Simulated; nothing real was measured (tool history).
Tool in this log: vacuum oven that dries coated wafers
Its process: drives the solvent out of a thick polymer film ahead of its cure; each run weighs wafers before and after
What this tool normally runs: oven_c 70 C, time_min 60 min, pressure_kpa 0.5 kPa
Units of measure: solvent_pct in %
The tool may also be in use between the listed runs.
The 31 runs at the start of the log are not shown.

run,hour,oven_c,time_min,pressure_kpa,hours of work since the thermocouples were calibrated,hours of work since the vacuum gauge was cleaned of residue,solvent_pct
32,1145,74,80,0.603,909,968,0.39
33,1179.1,74,69,0.289,923,982,0.32
34,1207.1,74,47,0.505,935,993,0.9
35,1246.5,56,52,0.505,951,1009,4.58
36,1276.2,56,52,0.505,963,1021,4.68
37,1307,56,52,0.505,976,1034,4.66
38,1331.7,56,52,0.505,986,1044,4.77
39,1377.7,56,83,0.863,1004,1063,2.81
40,1415.1,67,85,0.326,1020,1078,0.53
41,1455.6,60,73,0.5,1036,1094,2.08
42,1497.2,70,93,1.437,1053,1111,0.8
43,1542,70,93,1.437,1071,1130,0.79
44,1567.9,70,93,1.437,1082,1140,0.87
45,1604.1,59,64,0.5,1097,1155,2.81
46,1646.7,59,64,0.5,1114,1172,2.89
47,1696.4,70,53,0.5,1134,1193,1.15

Alternative continuations, all from the tool just after run 47; predict every row:
A,1739.9,55,42,0.5,1152,1210,?
B,1739.9,57,50,0.345,1152,1210,?
C,1739.9,70,53,0.486,1152,1210,?
D,1739.9,64,53,0.444,1152,1210,?

run,solvent_pct
A,6.03
B,4.36
C,1.2
D,2.24
Had the tool no hidden state, the same runs would have come out as:
run,solvent_pct
A,6.05
B,4.38
C,1.21
D,2.25
